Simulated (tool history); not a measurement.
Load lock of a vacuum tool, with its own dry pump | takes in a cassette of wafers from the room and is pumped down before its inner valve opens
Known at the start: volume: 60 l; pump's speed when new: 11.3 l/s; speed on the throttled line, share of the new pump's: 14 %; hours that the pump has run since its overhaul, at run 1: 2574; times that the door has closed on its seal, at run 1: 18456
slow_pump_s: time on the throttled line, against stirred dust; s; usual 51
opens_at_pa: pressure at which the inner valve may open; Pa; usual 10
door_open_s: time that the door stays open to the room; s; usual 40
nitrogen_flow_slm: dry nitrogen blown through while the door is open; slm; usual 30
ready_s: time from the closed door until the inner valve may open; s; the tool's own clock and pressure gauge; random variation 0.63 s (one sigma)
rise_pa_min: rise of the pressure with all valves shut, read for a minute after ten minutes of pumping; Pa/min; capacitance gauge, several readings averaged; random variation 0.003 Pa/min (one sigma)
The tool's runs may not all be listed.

| run | hour | slow_pump_s | opens_at_pa | door_open_s | nitrogen_flow_slm | hours that the pump has run since its overhaul | times that the door has closed on its seal | incoming humidity of the room's air, % | ready_s | rise_pa_min |
|---|---|---|---|---|---|---|---|---|---|---|
| 1 | 0 | 51 | 10 | 40 | 30 | 2574 | 18456 | 45.4 | 95.8 | 0.087 |
| 2 | 104.4 | 51 | 10 | 40 | 30 | 2678 | 18852 | 44.9 | 96.3 | 0.085 |
| 3 | 265.7 | 51 | 10 | 40 | 30 | 2839 | 19463 | 45.7 | 95.9 | 0.095 |
| 4 | 382.9 | 51 | 14 | 40 | 30 | 2957 | 19908 | 45.6 | 94.2 | 0.096 |
| 5 | 516.5 | 51 | 10 | 40 | 30 | 3090 | 20414 | 44.8 | 95.5 | 0.102 |
| 6 | 678.2 | 51 | 10 | 40 | 30 | 3252 | 21028 | 40.9 | 96.1 | 0.104 |
| 7 | 848.3 | 51 | 10 | 87 | 30 | 3422 | 21673 | 44.8 | 96.5 | 0.11 |
| 8 | 1032 | 51 | 10 | 87 | 30 | 3606 | 22369 | 44.6 | 95.7 | 0.117 |
| 9 | 1179.3 | 87 | 10 | 87 | 30 | 3753 | 22928 | 47.9 | 128.8 | 0.116 |
| 10 | 1341.3 | 26 | 10 | 40 | 30 | 3915 | 23543 | 44.4 | 75.8 | 0.117 |
| 11 | 1497.7 | 27 | 10 | 40 | 30 | 4071 | 24136 | 46.2 | 77.4 | 0.12 |
| 12 | 1582.4 | 27 | 19 | 40 | 27 | 4156 | 24457 | 43.7 | 72.9 | 0.129 |
| 13 | 1675.4 | 70 | 14 | 40 | 36 | 4249 | 24810 | 43.8 | 111.6 | 0.127 |
| 14 | 1830.5 | 70 | 14 | 40 | 36 | 4404 | 25398 | 44.9 | 112.8 | 0.122 |
| 15 | 1985 | 70 | 14 | 40 | 36 | 4559 | 25984 | 45.8 | 112.9 | 0.136 |
| 16 | 2084.5 | 70 | 14 | 40 | 36 | 4658 | 26361 | 46.5 | 112 | 0.143 |
| 17 | 2270.1 | 70 | 14 | 40 | 36 | 4844 | 27065 | 46.5 | 113 | 0.142 |
| 18 | 2374.7 | 41 | 8 | 40 | 30 | 4948 | 27462 | 44.8 | 92.2 | 0.155 |
| 19 | 2488.6 | 77 | 13 | 40 | 30 | 5062 | 27894 | 46.5 | 119 | 0.155 |

The same runs without the tool's hidden state, with the same run-to-run variation:
The hidden state here: pump's speed, % of a new pump's; leak at the door's seal, Pa l/s; drift of the gauge itself on ready_s, %; drift of the gauge itself on rise_pa_min, %.
| run | ready_s | rise_pa_min |
|---|---|---|
| 1 | 92.8 | 0.019 |
| 2 | 93.1 | 0.014 |
| 3 | 92.5 | 0.019 |
| 4 | 90.8 | 0.017 |
| 5 | 91.9 | 0.02 |
| 6 | 92.3 | 0.018 |
| 7 | 92.5 | 0.02 |
| 8 | 91.6 | 0.02 |
| 9 | 124.8 | 0.018 |
| 10 | 70.9 | 0.013 |
| 11 | 72.2 | 0.013 |
| 12 | 68.1 | 0.018 |
| 13 | 107.2 | 0.017 |
| 14 | 108.2 | 0.008 |
| 15 | 108.1 | 0.015 |
| 16 | 107.2 | 0.019 |
| 17 | 107.9 | 0.011 |
| 18 | 86 | 0.02 |
| 19 | 113.8 | 0.017 |
